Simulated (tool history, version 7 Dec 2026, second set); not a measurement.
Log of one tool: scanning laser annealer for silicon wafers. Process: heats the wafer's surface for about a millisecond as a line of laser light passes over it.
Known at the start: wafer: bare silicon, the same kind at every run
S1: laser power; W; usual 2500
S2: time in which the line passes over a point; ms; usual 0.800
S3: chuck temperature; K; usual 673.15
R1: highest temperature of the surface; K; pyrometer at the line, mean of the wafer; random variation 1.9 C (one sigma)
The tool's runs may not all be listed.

run,hour,S1,S2,S3,R1
1,0.0,2500,0.800,673.15,1479.15
2,18.9,2500,0.800,673.15,1481.15
3,39.0,2500,0.800,673.15,1479.15
4,74.0,2500,0.688,673.15,1416.15
5,107.0,2500,0.688,673.15,1416.15
6,125.3,2500,0.563,673.15,1344.15
7,143.1,2500,0.563,673.15,1337.15
8,179.2,2500,0.800,644.15,1448.15
# hour 183.7: laser's power meter calibrated
9,198.9,2500,0.800,673.15,1480.15
10,217.0,2500,0.619,637.15,1339.15
11,239.9,2511,0.800,673.15,1477.15
12,254.7,2134,0.800,673.15,1355.15
13,280.1,2134,0.715,673.15,1317.15

Run 14 comes next. What will it give?
14,314.2,2134,0.573,688.15,?

R1: 1259.15 K
Without the tool's hidden state the same run would have given R1 1273.15 K.
